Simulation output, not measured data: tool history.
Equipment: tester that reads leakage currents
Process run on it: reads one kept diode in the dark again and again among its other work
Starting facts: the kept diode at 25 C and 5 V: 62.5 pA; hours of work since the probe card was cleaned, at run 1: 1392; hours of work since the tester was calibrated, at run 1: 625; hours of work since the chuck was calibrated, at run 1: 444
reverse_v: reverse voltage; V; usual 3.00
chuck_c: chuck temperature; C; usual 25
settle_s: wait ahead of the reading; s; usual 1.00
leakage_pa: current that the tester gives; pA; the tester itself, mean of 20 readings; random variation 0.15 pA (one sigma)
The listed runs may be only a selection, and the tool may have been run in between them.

| run | hour | reverse_v | chuck_c | settle_s | hours of work since the probe card was cleaned | hours of work since the tester was calibrated | hours of work since the chuck was calibrated | leakage_pa |
|---|---|---|---|---|---|---|---|---|
| 1 | 0.0 | 3.00 | 25 | 1.00 | 1392 | 625 | 444 | 48.69 |
| 2 | 77.3 | 3.00 | 25 | 1.00 | 1440 | 673 | 492 | 48.79 |
| 3 | 142.4 | 3.00 | 25 | 1.00 | 1481 | 714 | 533 | 48.66 |
| 4 | 211.5 | 3.00 | 25 | 1.00 | 1525 | 758 | 577 | 48.41 |
| 5 | 285.7 | 3.00 | 25 | 1.00 | 1571 | 804 | 623 | 48.41 |
| 6 | 326.6 | 3.00 | 25 | 1.00 | 1597 | 830 | 649 | 48.51 |
| 7 | 364.6 | 16.75 | 25 | 1.00 | 1621 | 854 | 673 | 128.40 |
| 8 | 448.9 | 16.75 | 25 | 1.00 | 1674 | 907 | 726 | 129.01 |
| 9 | 510.4 | 3.00 | 44 | 1.00 | 1712 | 945 | 764 | 230.24 |
| 10 | 577.2 | 3.00 | 25 | 1.00 | 1754 | 987 | 806 | 48.04 |
| 11 | 638.7 | 3.00 | 25 | 1.00 | 1793 | 1026 | 845 | 48.00 |
| 12 | 694.2 | 3.00 | 25 | 1.92 | 1828 | 1061 | 880 | 47.67 |
| 13 | 774.5 | 3.00 | 25 | 1.92 | 1878 | 1111 | 930 | 47.67 |
| 14 | 822.6 | 3.00 | 25 | 1.00 | 1908 | 1141 | 960 | 47.70 |
| 15 | 894.0 | 3.00 | 25 | 1.00 | 1953 | 1186 | 1005 | 47.46 |
| 16 | 940.1 | 3.00 | 25 | 1.00 | 1982 | 1215 | 1034 | 47.61 |
| 17 | 1004.9 | 3.00 | 25 | 1.00 | 2023 | 1256 | 1075 | 47.27 |
| 18 | 1072.3 | 3.00 | 25 | 1.00 | 2065 | 1298 | 1117 | 47.43 |
| 19 | 1156.9 | 3.00 | 25 | 1.00 | 2118 | 1351 | 1170 | 47.19 |
|  | 1213.1 | probe card cleaned and baked |
| 20 | 1226.8 | 3.00 | 25 | 1.00 | 9 | 1393 | 1212 | 43.38 |
| 21 | 1272.1 | 10.04 | 57 | 1.00 | 37 | 1422 | 1241 | 1135.04 |
| 22 | 1342.4 | 10.04 | 57 | 1.56 | 81 | 1466 | 1285 | 1133.11 |
| 23 | 1420.6 | 10.04 | 57 | 1.56 | 130 | 1515 | 1334 | 1131.12 |
| 24 | 1469.3 | 10.04 | 57 | 1.56 | 161 | 1545 | 1364 | 1128.41 |
| 25 | 1517.0 | 10.04 | 57 | 1.56 | 191 | 1575 | 1394 | 1120.72 |
| 26 | 1597.6 | 10.04 | 57 | 0.31 | 241 | 1626 | 1445 | 1124.54 |
| 27 | 1678.2 | 16.79 | 57 | 1.84 | 292 | 1677 | 1496 | 1467.86 |
| 28 | 1728.1 | 16.79 | 57 | 1.84 | 323 | 1708 | 1527 | 1457.95 |
|  | 1749.0 | chuck's temperature calibrated |
| 29 | 1806.0 | 2.44 | 27 | 3.85 | 371 | 1755 | 36 | 50.25 |

For run 30, what comes out?
| 30 | 1868.1 | 2.44 | 27 | 3.85 | 410 | 1795 | 75 | ? |

Run 30 measured leakage_pa 50.13 pA.
With no hidden state in the tool, this same run would have given leakage_pa 51.24 pA.
